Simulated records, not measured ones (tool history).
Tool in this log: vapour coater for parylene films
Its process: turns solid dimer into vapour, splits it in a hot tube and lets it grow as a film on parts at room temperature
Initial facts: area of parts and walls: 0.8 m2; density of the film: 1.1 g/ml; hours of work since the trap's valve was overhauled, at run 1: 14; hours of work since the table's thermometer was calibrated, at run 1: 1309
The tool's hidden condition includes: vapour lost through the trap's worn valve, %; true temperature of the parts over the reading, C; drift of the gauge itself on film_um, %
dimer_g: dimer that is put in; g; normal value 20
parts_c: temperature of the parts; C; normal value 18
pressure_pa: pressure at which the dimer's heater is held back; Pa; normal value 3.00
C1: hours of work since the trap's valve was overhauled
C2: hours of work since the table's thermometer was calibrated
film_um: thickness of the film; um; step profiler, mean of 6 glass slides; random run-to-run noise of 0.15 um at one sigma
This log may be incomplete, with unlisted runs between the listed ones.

{"run": 1, "hour": 0.0, "dimer_g": 20, "parts_c": 18, "pressure_pa": 3.0, "C1": 14, "C2": 1309, "film_um": 17.61}
{"run": 2, "hour": 36.4, "dimer_g": 20, "parts_c": 18, "pressure_pa": 3.0, "C1": 40, "C2": 1335, "film_um": 17.47}
{"run": 3, "hour": 104.4, "dimer_g": 20, "parts_c": 18, "pressure_pa": 3.0, "C1": 88, "C2": 1383, "film_um": 17.3}
{"run": 4, "hour": 140.8, "dimer_g": 20, "parts_c": 18, "pressure_pa": 3.0, "C1": 114, "C2": 1409, "film_um": 17.07}
{"run": 5, "hour": 217.5, "dimer_g": 20, "parts_c": 18, "pressure_pa": 3.0, "C1": 168, "C2": 1463, "film_um": 17.35}
{"run": 6, "hour": 287.4, "dimer_g": 20, "parts_c": 15, "pressure_pa": 3.0, "C1": 217, "C2": 1513, "film_um": 18.63}
{"run": 7, "hour": 333.4, "dimer_g": 12, "parts_c": 18, "pressure_pa": 3.0, "C1": 250, "C2": 1545, "film_um": 10.12}
{"run": 8, "hour": 373.0, "dimer_g": 12, "parts_c": 11, "pressure_pa": 3.0, "C1": 278, "C2": 1573, "film_um": 12.32}
{"run": 9, "hour": 444.8, "dimer_g": 20, "parts_c": 18, "pressure_pa": 3.0, "C1": 329, "C2": 1624, "film_um": 16.99}
{"run": 10, "hour": 521.6, "dimer_g": 28, "parts_c": 18, "pressure_pa": 3.0, "C1": 383, "C2": 1678, "film_um": 23.41}
{"run": 11, "hour": 580.5, "dimer_g": 20, "parts_c": 27, "pressure_pa": 3.0, "C1": 425, "C2": 1720, "film_um": 12.99}
{"run": 12, "hour": 625.7, "dimer_g": 20, "parts_c": 27, "pressure_pa": 3.0, "C1": 457, "C2": 1752, "film_um": 12.87}
{"run": 13, "hour": 672.7, "dimer_g": 20, "parts_c": 27, "pressure_pa": 3.0, "C1": 490, "C2": 1785, "film_um": 12.86}
{"run": 14, "hour": 721.5, "dimer_g": 20, "parts_c": 18, "pressure_pa": 3.0, "C1": 524, "C2": 1820, "film_um": 16.27}
{"run": 15, "hour": 764.8, "dimer_g": 20, "parts_c": 18, "pressure_pa": 3.0, "C1": 555, "C2": 1850, "film_um": 16.41}
{"run": 16, "hour": 799.6, "dimer_g": 20, "parts_c": 18, "pressure_pa": 3.0, "C1": 580, "C2": 1875, "film_um": 16.28}
{"run": 17, "hour": 861.6, "dimer_g": 20, "parts_c": 18, "pressure_pa": 3.0, "C1": 623, "C2": 1919, "film_um": 16.48}
{"run": 18, "hour": 908.5, "dimer_g": 20, "parts_c": 18, "pressure_pa": 3.0, "C1": 657, "C2": 1952, "film_um": 16.22}
{"hour": 934.9, "done": "trap's valve overhauled"}
{"run": 19, "hour": 956.9, "dimer_g": 20, "parts_c": 18, "pressure_pa": 3.0, "C1": 16, "C2": 1983, "film_um": 15.34}
{"run": 20, "hour": 1022.9, "dimer_g": 20, "parts_c": 18, "pressure_pa": 3.0, "C1": 62, "C2": 2030, "film_um": 15.49}
{"run": 21, "hour": 1071.3, "dimer_g": 20, "parts_c": 21, "pressure_pa": 3.8, "C1": 96, "C2": 2064, "film_um": 13.5}
{"run": 22, "hour": 1139.5, "dimer_g": 20, "parts_c": 21, "pressure_pa": 3.8, "C1": 145, "C2": 2112, "film_um": 13.27}
{"hour": 1163.7, "done": "trap's valve overhauled, once more"}
{"run": 23, "hour": 1188.9, "dimer_g": 20, "parts_c": 15, "pressure_pa": 3.0, "C1": 18, "C2": 2144, "film_um": 18.94}
{"run": 24, "hour": 1246.4, "dimer_g": 20, "parts_c": 15, "pressure_pa": 3.0, "C1": 58, "C2": 2185, "film_um": 18.75}
{"hour": 1263.1, "done": "table's thermometer calibrated"}
{"run": 25, "hour": 1306.9, "dimer_g": 20, "parts_c": 15, "pressure_pa": 3.0, "C1": 101, "C2": 31, "film_um": 19.31}
{"run": 26, "hour": 1379.3, "dimer_g": 20, "parts_c": 17, "pressure_pa": 2.9, "C1": 152, "C2": 82, "film_um": 18.41}
{"run": 27, "hour": 1441.7, "dimer_g": 20, "parts_c": 17, "pressure_pa": 2.9, "C1": 196, "C2": 126, "film_um": 18.27}

What will run 28 give?
{"run": 28, "hour": 1487.6, "dimer_g": 14, "parts_c": 15, "pressure_pa": 6.03, "C1": 228, "C2": 159, "film_um": "?"}

For run 28 the tool returned film_um 11.72 um.
Take away the tool's hidden state, keep the run-to-run variation as it was, and the same run would have given film_um 12.07 um.
